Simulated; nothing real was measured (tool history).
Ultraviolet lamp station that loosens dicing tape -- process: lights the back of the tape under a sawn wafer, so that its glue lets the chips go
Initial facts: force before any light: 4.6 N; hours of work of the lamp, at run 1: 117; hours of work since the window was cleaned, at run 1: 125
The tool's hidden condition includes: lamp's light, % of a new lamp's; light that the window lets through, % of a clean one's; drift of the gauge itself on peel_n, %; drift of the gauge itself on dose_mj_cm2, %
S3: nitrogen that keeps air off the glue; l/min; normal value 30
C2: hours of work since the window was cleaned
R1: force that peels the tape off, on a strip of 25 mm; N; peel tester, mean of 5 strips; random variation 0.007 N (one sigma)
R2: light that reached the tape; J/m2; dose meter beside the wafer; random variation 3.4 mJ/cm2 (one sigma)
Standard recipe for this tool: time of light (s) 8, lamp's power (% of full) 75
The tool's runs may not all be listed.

{"run": 1, "hour": 0.0, "time of light (s)": 8, "lamp's power (% of full)": 75, "S3": 30, "hours of work of the lamp": 117, "C2": 125, "R1": 0.282, "R2": 4930}
{"run": 2, "hour": 5.6, "time of light (s)": 8, "lamp's power (% of full)": 74, "S3": 30, "hours of work of the lamp": 119, "C2": 127, "R1": 0.285, "R2": 4810}
{"run": 3, "hour": 15.0, "time of light (s)": 11, "lamp's power (% of full)": 75, "S3": 30, "hours of work of the lamp": 123, "C2": 131, "R1": 0.176, "R2": 6720}
{"run": 4, "hour": 20.6, "time of light (s)": 11, "lamp's power (% of full)": 75, "S3": 30, "hours of work of the lamp": 126, "C2": 134, "R1": 0.192, "R2": 6670}
{"run": 5, "hour": 28.5, "time of light (s)": 8, "lamp's power (% of full)": 75, "S3": 30, "hours of work of the lamp": 129, "C2": 137, "R1": 0.287, "R2": 4850}
{"run": 6, "hour": 35.2, "time of light (s)": 8, "lamp's power (% of full)": 75, "S3": 30, "hours of work of the lamp": 132, "C2": 140, "R1": 0.293, "R2": 4870}
{"run": 7, "hour": 41.8, "time of light (s)": 8, "lamp's power (% of full)": 75, "S3": 13, "hours of work of the lamp": 135, "C2": 143, "R1": 0.543, "R2": 4790}
{"run": 8, "hour": 49.0, "time of light (s)": 7, "lamp's power (% of full)": 89, "S3": 14, "hours of work of the lamp": 138, "C2": 146, "R1": 0.464, "R2": 5010}
{"run": 9, "hour": 54.7, "time of light (s)": 4, "lamp's power (% of full)": 77, "S3": 24, "hours of work of the lamp": 141, "C2": 149, "R1": 1.067, "R2": 2510}

For run 10, what comes out?
{"run": 10, "hour": 64.7, "time of light (s)": 13, "lamp's power (% of full)": 75, "S3": 26, "hours of work of the lamp": 145, "C2": 153, "R1": "?", "R2": "?"}

{"run 10": {"R1": 0.17, "R2": 7740}}
Were there no unlogged condition in the tool, this run, its random variation unchanged, would have produced R1 0.158 N, R2 8750 J/m2.
